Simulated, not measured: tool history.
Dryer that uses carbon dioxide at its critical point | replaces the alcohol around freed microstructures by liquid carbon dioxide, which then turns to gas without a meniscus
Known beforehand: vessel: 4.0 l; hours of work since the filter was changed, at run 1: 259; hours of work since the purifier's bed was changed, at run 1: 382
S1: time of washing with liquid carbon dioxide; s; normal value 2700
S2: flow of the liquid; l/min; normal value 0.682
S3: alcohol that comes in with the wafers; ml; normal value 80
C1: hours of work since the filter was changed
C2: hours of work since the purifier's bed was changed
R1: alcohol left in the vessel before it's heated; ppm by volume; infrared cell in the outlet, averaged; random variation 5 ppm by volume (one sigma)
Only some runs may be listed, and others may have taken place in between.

run 1 hour=0.0 | S1=2700 S2=0.682 S3=80 | C1=259 C2=382 | R1=111
run 2 hour=22.2 | S1=2700 S2=0.682 S3=80 | C1=273 C2=396 | R1=115
run 3 hour=38.8 | S1=1920 S2=0.682 S3=80 | C1=283 C2=406 | R1=292
run 4 hour=50.7 | S1=2700 S2=0.682 S3=80 | C1=290 C2=413 | R1=114
run 5 hour=69.7 | S1=2700 S2=0.682 S3=80 | C1=302 C2=425 | R1=122
run 6 hour=83.2 | S1=2700 S2=0.596 S3=80 | C1=310 C2=433 | R1=154
run 7 hour=103.0 | S1=2700 S2=0.596 S3=80 | C1=322 C2=446 | R1=156
run 8 hour=125.1 | S1=2700 S2=0.596 S3=80 | C1=336 C2=459 | R1=166
run 9 hour=143.2 | S1=2400 S2=0.596 S3=80 | C1=347 C2=470 | R1=238
run 10 hour=165.3 | S1=2400 S2=0.596 S3=80 | C1=361 C2=484 | R1=250
run 11 hour=180.0 | S1=2700 S2=0.822 S3=80 | C1=370 C2=493 | R1=113
run 12 hour=197.2 | S1=2700 S2=0.822 S3=80 | C1=380 C2=503 | R1=121
run 13 hour=214.1 | S1=2700 S2=0.682 S3=80 | C1=391 C2=514 | R1=142
run 14 hour=227.0 | S1=2700 S2=0.682 S3=80 | C1=398 C2=522 | R1=161
run 15 hour=248.7 | S1=2700 S2=0.682 S3=80 | C1=412 C2=535 | R1=145
run 16 hour=272.8 | S1=2700 S2=0.682 S3=80 | C1=427 C2=550 | R1=155
run 17 hour=296.0 | S1=2700 S2=0.682 S3=80 | C1=441 C2=564 | R1=153
run 18 hour=309.5 | S1=2700 S2=0.682 S3=80 | C1=449 C2=572 | R1=160
run 19 hour=332.9 | S1=2700 S2=0.682 S3=80 | C1=463 C2=586 | R1=165
run 20 hour=347.2 | S1=1860 S2=0.682 S3=80 | C1=472 C2=595 | R1=409
run 21 hour=362.9 | S1=3480 S2=1.048 S3=80 | C1=482 C2=605 | R1=123
run 22 hour=391.0 | S1=2640 S2=0.829 S3=108 | C1=499 C2=622 | R1=151
run 23 hour=407.4 | S1=2700 S2=0.465 S3=28 | C1=509 C2=632 | R1=236
run 24 hour=423.4 | S1=3120 S2=0.474 S3=28 | C1=519 C2=642 | R1=178
run 25 hour=445.2 | S1=2280 S2=0.707 S3=71 | C1=532 C2=655 | R1=225
run 26 hour=463.7 | S1=2700 S2=0.584 S3=23 | C1=544 C2=667 | R1=171
run 27 hour=491.4 | S1=3960 S2=0.900 S3=37 | C1=561 C2=684 | R1=144
-- hour=520.7 inlet filter changed
run 28 hour=520.7 | S1=3960 S2=0.900 S3=37 | C1=0 C2=701 | R1=146
run 29 hour=534.1 | S1=3960 S2=0.900 S3=37 | C1=8 C2=709 | R1=155
run 30 hour=545.8 | S1=2700 S2=0.684 S3=80 | C1=15 C2=716 | R1=170
run 31 hour=565.0 | S1=2700 S2=0.684 S3=80 | C1=27 C2=728 | R1=172
run 32 hour=576.9 | S1=2700 S2=0.691 S3=50 | C1=34 C2=736 | R1=158
run 33 hour=592.2 | S1=2700 S2=0.466 S3=31 | C1=44 C2=745 | R1=220
run 34 hour=616.0 | S1=2700 S2=0.466 S3=31 | C1=58 C2=759 | R1=226

For each run, the measured value with the value that run would have given without the tool's hidden condition subtracted. The run-to-run variation is shared by both, the gauge scatter possibly not:
The hidden state here: flow that reaches the vessel past the clogged filter, %; alcohol in the recycled carbon dioxide, ppm; drift of the gauge itself on alcohol_ppm, %.
run=1 R1=+85
run=2 R1=+93
run=3 R1=+138
run=4 R1=+93
run=5 R1=+98
run=6 R1=+109
run=7 R1=+113
run=8 R1=+118
run=9 R1=+143
run=10 R1=+149
run=11 R1=+103
run=12 R1=+110
run=13 R1=+118
run=14 R1=+126
run=15 R1=+126
run=16 R1=+130
run=17 R1=+134
run=18 R1=+137
run=19 R1=+142
run=20 R1=+231
run=21 R1=+122
run=22 R1=+135
run=23 R1=+167
run=24 R1=+156
run=25 R1=+174
run=26 R1=+146
run=27 R1=+139
run=28 R1=+145
run=29 R1=+145
run=30 R1=+145
run=31 R1=+150
run=32 R1=+143
run=33 R1=+154
run=34 R1=+159

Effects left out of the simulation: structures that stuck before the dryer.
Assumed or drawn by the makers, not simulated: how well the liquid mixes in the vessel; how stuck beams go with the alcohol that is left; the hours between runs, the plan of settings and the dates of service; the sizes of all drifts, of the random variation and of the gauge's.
